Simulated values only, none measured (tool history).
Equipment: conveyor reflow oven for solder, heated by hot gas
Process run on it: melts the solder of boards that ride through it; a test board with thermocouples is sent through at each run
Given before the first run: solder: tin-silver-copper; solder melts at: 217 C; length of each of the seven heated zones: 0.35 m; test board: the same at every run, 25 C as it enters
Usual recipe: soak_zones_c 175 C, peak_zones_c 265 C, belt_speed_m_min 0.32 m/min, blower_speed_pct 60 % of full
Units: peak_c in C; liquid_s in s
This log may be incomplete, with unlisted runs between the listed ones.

run 1 hour=0 | soak_zones_c=175 peak_zones_c=265 belt_speed_m_min=0.32 blower_speed_pct=60 | peak_c=251.6 liquid_s=99.2
run 2 hour=6.5 | soak_zones_c=175 peak_zones_c=265 belt_speed_m_min=0.32 blower_speed_pct=60 | peak_c=251.2 liquid_s=99
run 3 hour=10.4 | soak_zones_c=175 peak_zones_c=264 belt_speed_m_min=0.32 blower_speed_pct=60 | peak_c=250.3 liquid_s=97
run 4 hour=19.6 | soak_zones_c=175 peak_zones_c=264 belt_speed_m_min=0.32 blower_speed_pct=60 | peak_c=250.5 liquid_s=98.2
run 5 hour=25.7 | soak_zones_c=175 peak_zones_c=264 belt_speed_m_min=0.32 blower_speed_pct=60 | peak_c=250.8 liquid_s=97.8
run 6 hour=34.1 | soak_zones_c=175 peak_zones_c=264 belt_speed_m_min=0.32 blower_speed_pct=60 | peak_c=250.7 liquid_s=97.9
run 7 hour=41.8 | soak_zones_c=175 peak_zones_c=265 belt_speed_m_min=0.32 blower_speed_pct=60 | peak_c=250.7 liquid_s=98.6
run 8 hour=45.9 | soak_zones_c=175 peak_zones_c=265 belt_speed_m_min=0.32 blower_speed_pct=60 | peak_c=251.2 liquid_s=98.7
run 9 hour=51.2 | soak_zones_c=175 peak_zones_c=265 belt_speed_m_min=0.32 blower_speed_pct=60 | peak_c=251.2 liquid_s=98.3
run 10 hour=57 | soak_zones_c=175 peak_zones_c=265 belt_speed_m_min=0.3 blower_speed_pct=60 | peak_c=253 liquid_s=108.4
run 11 hour=64.2 | soak_zones_c=175 peak_zones_c=270 belt_speed_m_min=0.32 blower_speed_pct=60 | peak_c=255.3 liquid_s=103.6
-- hour=68.9 belt drive overhauled, speed set with a stopwatch
run 12 hour=72.5 | soak_zones_c=175 peak_zones_c=270 belt_speed_m_min=0.306 blower_speed_pct=60 | peak_c=256.9 liquid_s=110.7
run 13 hour=76.6 | soak_zones_c=188 peak_zones_c=265 belt_speed_m_min=0.32 blower_speed_pct=60 | peak_c=253.5 liquid_s=110.6
run 14 hour=81.6 | soak_zones_c=175 peak_zones_c=265 belt_speed_m_min=0.32 blower_speed_pct=60 | peak_c=251.6 liquid_s=98.6
-- hour=86.4 belt drive overhauled, speed set with a stopwatch, once more
run 15 hour=92.3 | soak_zones_c=175 peak_zones_c=259 belt_speed_m_min=0.32 blower_speed_pct=60 | peak_c=246 liquid_s=91.2
run 16 hour=96.2 | soak_zones_c=175 peak_zones_c=265 belt_speed_m_min=0.32 blower_speed_pct=79 | peak_c=254.9 liquid_s=103.7
run 17 hour=104.8 | soak_zones_c=177 peak_zones_c=269 belt_speed_m_min=0.278 blower_speed_pct=72 | peak_c=261 liquid_s=130
run 18 hour=112.6 | soak_zones_c=177 peak_zones_c=269 belt_speed_m_min=0.278 blower_speed_pct=72 | peak_c=260.4 liquid_s=129.8
run 19 hour=117.1 | soak_zones_c=170 peak_zones_c=254 belt_speed_m_min=0.278 blower_speed_pct=85 | peak_c=248.2 liquid_s=112.2
run 20 hour=124.9 | soak_zones_c=170 peak_zones_c=266 belt_speed_m_min=0.28 blower_speed_pct=59 | peak_c=254.7 liquid_s=115.9
run 21 hour=132.8 | soak_zones_c=161 peak_zones_c=265 belt_speed_m_min=0.32 blower_speed_pct=60 | peak_c=248.5 liquid_s=86.9
run 22 hour=141.7 | soak_zones_c=161 peak_zones_c=265 belt_speed_m_min=0.32 blower_speed_pct=60 | peak_c=248.8 liquid_s=87.4
run 23 hour=147.5 | soak_zones_c=176 peak_zones_c=265 belt_speed_m_min=0.32 blower_speed_pct=60 | peak_c=251.1 liquid_s=99.1
run 24 hour=156.3 | soak_zones_c=176 peak_zones_c=264 belt_speed_m_min=0.313 blower_speed_pct=60 | peak_c=250.9 liquid_s=101
run 25 hour=165.6 | soak_zones_c=176 peak_zones_c=264 belt_speed_m_min=0.313 blower_speed_pct=56 | peak_c=250.2 liquid_s=99
run 26 hour=170.4 | soak_zones_c=176 peak_zones_c=264 belt_speed_m_min=0.313 blower_speed_pct=56 | peak_c=250.1 liquid_s=98.6
run 27 hour=174.8 | soak_zones_c=176 peak_zones_c=264 belt_speed_m_min=0.313 blower_speed_pct=56 | peak_c=249.6 liquid_s=99.4
run 28 hour=179.5 | soak_zones_c=173 peak_zones_c=272 belt_speed_m_min=0.345 blower_speed_pct=60 | peak_c=254.1 liquid_s=92.6
run 29 hour=187.6 | soak_zones_c=173 peak_zones_c=272 belt_speed_m_min=0.333 blower_speed_pct=56 | peak_c=254.2 liquid_s=96
run 30 hour=191.6 | soak_zones_c=161 peak_zones_c=273 belt_speed_m_min=0.367 blower_speed_pct=60 | peak_c=250.6 liquid_s=75.9
run 31 hour=196.8 | soak_zones_c=161 peak_zones_c=273 belt_speed_m_min=0.348 blower_speed_pct=57 | peak_c=251 liquid_s=81.4

Consider 3 possible next runs. They are alternatives, not a sequence: every one starts from the tool as it was left by run 31. What does each give?
run A hour=201.4 | soak_zones_c=161 peak_zones_c=272 belt_speed_m_min=0.262 blower_speed_pct=57 | peak_c=? liquid_s=?
run B hour=201.4 | soak_zones_c=175 peak_zones_c=265 belt_speed_m_min=0.32 blower_speed_pct=85 | peak_c=? liquid_s=?
run C hour=201.4 | soak_zones_c=175 peak_zones_c=265 belt_speed_m_min=0.32 blower_speed_pct=78 | peak_c=? liquid_s=?

run=A peak_c=260.5 liquid_s=124.6
run=B peak_c=255.5 liquid_s=105.1
run=C peak_c=254.3 liquid_s=104.1
Had the tool no hidden state, the same runs would have come out as:
run=A peak_c=260.9 liquid_s=125.4
run=B peak_c=256.2 liquid_s=106.3
run=C peak_c=255 liquid_s=105.3

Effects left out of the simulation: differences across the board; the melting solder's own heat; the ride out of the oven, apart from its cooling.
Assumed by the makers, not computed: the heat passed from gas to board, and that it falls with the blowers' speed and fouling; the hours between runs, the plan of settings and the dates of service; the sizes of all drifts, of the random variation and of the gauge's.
